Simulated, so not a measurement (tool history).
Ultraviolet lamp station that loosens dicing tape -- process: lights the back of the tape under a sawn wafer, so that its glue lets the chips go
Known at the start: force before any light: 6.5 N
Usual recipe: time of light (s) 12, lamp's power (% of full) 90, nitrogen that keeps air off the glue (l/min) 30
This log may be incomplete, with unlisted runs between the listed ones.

| run | hour | time of light (s) | lamp's power (% of full) | nitrogen that keeps air off the glue (l/min) | force that peels the tape off (N) | light that reached the tape (mJ/cm2) |
|---|---|---|---|---|---|---|
| 1 | 0 | 12 | 90 | 30 | 0.624 | 357 |
| 2 | 30.6 | 12 | 90 | 30 | 0.669 | 353 |
| 3 | 56.5 | 12 | 90 | 30 | 0.616 | 348 |
| 4 | 92.1 | 12 | 90 | 30 | 0.667 | 343 |
| 5 | 119.1 | 12 | 98 | 30 | 0.552 | 374 |
| 6 | 160.6 | 12 | 98 | 30 | 0.575 | 369 |
| 7 | 197.8 | 12 | 98 | 30 | 0.591 | 363 |

The next listed run, before its measurement:
| 8 | 231.2 | 12 | 98 | 59 | ? | ? |

{"run 8": {"force that peels the tape off (N)": 0.434, "light that reached the tape (mJ/cm2)": 362}}
On a tool with no hidden condition, and with the same random variation, this run would have come out at force that peels the tape off (N) 0.275, light that reached the tape (mJ/cm2) 494.

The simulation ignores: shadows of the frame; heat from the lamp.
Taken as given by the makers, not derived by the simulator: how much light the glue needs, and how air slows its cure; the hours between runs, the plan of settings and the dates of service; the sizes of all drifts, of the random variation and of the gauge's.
